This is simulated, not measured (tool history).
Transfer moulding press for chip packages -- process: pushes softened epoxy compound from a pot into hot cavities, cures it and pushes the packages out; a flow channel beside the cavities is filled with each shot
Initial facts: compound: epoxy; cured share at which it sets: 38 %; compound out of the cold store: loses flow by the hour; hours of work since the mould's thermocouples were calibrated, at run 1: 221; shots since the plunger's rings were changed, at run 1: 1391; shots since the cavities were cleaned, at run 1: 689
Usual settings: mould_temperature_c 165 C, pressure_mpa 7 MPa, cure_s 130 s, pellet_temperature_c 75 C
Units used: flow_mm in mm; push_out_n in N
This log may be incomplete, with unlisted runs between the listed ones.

| run | hour | mould_temperature_c | pressure_mpa | cure_s | pellet_temperature_c | hours of work since the mould's thermocouples were calibrated | shots since the plunger's rings were changed | shots since the cavities were cleaned | incoming compound's hours out of the cold store | flow_mm | push_out_n |
|---|---|---|---|---|---|---|---|---|---|---|---|
| 1 | 0 | 165 | 7 | 130 | 75 | 221 | 1391 | 689 | 46.3 | 859 | 453 |
|  | 4.1 | cavities cleaned with cleaning compound and waxed |
| 2 | 36.6 | 165 | 7 | 130 | 78 | 247 | 1736 | 319 | 27 | 949 | 386 |
| 3 | 61 | 165 | 7 | 130 | 75 | 264 | 1976 | 559 | 18.4 | 986 | 451 |
|  | 77.5 | cavities cleaned with cleaning compound and waxed |
| 4 | 104.2 | 165 | 7 | 113 | 75 | 294 | 2385 | 262 | 26.1 | 941 | 450 |
|  | 119.7 | mould's thermocouples calibrated |
| 5 | 139.9 | 165 | 7 | 130 | 75 | 15 | 2717 | 594 | 36.7 | 890 | 458 |
|  | 155.8 | cavities cleaned with cleaning compound and waxed |
| 6 | 174.6 | 165 | 8.13 | 130 | 75 | 39 | 3043 | 184 | 40.3 | 929 | 353 |
| 7 | 197.6 | 165 | 8.13 | 130 | 75 | 55 | 3269 | 410 | 35.1 | 953 | 432 |
| 8 | 224.1 | 165 | 7 | 130 | 75 | 74 | 3530 | 671 | 19.3 | 958 | 453 |
|  | 229.9 | cavities cleaned with cleaning compound and waxed |
| 9 | 265.5 | 165 | 7 | 130 | 71 | 103 | 3923 | 351 | 35.5 | 864 | 404 |
| 10 | 286.1 | 165 | 7 | 130 | 75 | 118 | 4124 | 552 | 42.6 | 831 | 439 |
|  | 303.8 | cavities cleaned with cleaning compound and waxed |
| 11 | 332.2 | 165 | 7 | 130 | 75 | 150 | 4563 | 279 | 11.3 | 974 | 394 |
| 12 | 356.7 | 165 | 7 | 130 | 75 | 168 | 4804 | 520 | 12.5 | 961 | 441 |
|  | 378.5 | cavities cleaned with cleaning compound and waxed |
| 13 | 399.3 | 165 | 7 | 130 | 75 | 197 | 5208 | 205 | 36.8 | 844 | 333 |
| 14 | 434 | 165 | 7 | 130 | 75 | 222 | 5549 | 546 | 44.1 | 804 | 425 |
|  | 452.2 | cavities cleaned with cleaning compound and waxed |
| 15 | 456.9 | 165 | 7 | 130 | 75 | 238 | 5759 | 46 | 31.9 | 859 | 271 |
|  | 470.5 | plunger's sealing rings changed |
| 16 | 480.8 | 165 | 6.71 | 118 | 75 | 253 | 102 | 257 | 37.6 | 893 | 423 |
|  | 528.1 | cavities cleaned with cleaning compound and waxed |
| 17 | 531.1 | 165 | 8.14 | 130 | 73 | 288 | 581 | 29 | 34.3 | 996 | 247 |
|  | 555.2 | mould's thermocouples calibrated |
| 18 | 576.5 | 165 | 8.14 | 130 | 73 | 15 | 1008 | 456 | 46.4 | 924 | 427 |
|  | 604.1 | cavities cleaned with cleaning compound and waxed |
| 19 | 620.7 | 167 | 5.85 | 144 | 74 | 46 | 1428 | 163 | 19.8 | 894 | 296 |
| 20 | 643.1 | 167 | 5.85 | 144 | 74 | 62 | 1649 | 384 | 27.9 | 854 | 372 |
|  | 678.4 | cavities cleaned with cleaning compound and waxed |
| 21 | 683.6 | 168 | 5.29 | 143 | 81 | 90 | 2032 | 52 | 12.7 | 880 | 249 |
| 22 | 718.9 | 163 | 7.71 | 143 | 80 | 116 | 2379 | 399 | 24.7 | 996 | 409 |
| 23 | 744.3 | 165 | 7 | 130 | 84 | 134 | 2628 | 648 | 35.1 | 884 | 441 |
|  | 752.4 | cavities cleaned with cleaning compound and waxed |
| 24 | 775.7 | 165 | 7 | 130 | 84 | 156 | 2922 | 229 | 29.6 | 909 | 336 |
| 25 | 801.4 | 165 | 7 | 130 | 84 | 174 | 3175 | 482 | 22.6 | 939 | 421 |
|  | 829.4 | cavities cleaned with cleaning compound and waxed |
| 26 | 845.8 | 165 | 7 | 130 | 84 | 205 | 3597 | 161 | 46 | 828 | 318 |

For run 27, what comes out?
| 27 | 867.9 | 165 | 5.35 | 130 | 84 | 221 | 3814 | 378 | 15.1 | ? | ? |

Run 27 measured flow_mm 843 mm, push_out_n 404 N.
Minus the tool's unlogged condition, the same run would have read flow_mm 896 mm, push_out_n 235 N.

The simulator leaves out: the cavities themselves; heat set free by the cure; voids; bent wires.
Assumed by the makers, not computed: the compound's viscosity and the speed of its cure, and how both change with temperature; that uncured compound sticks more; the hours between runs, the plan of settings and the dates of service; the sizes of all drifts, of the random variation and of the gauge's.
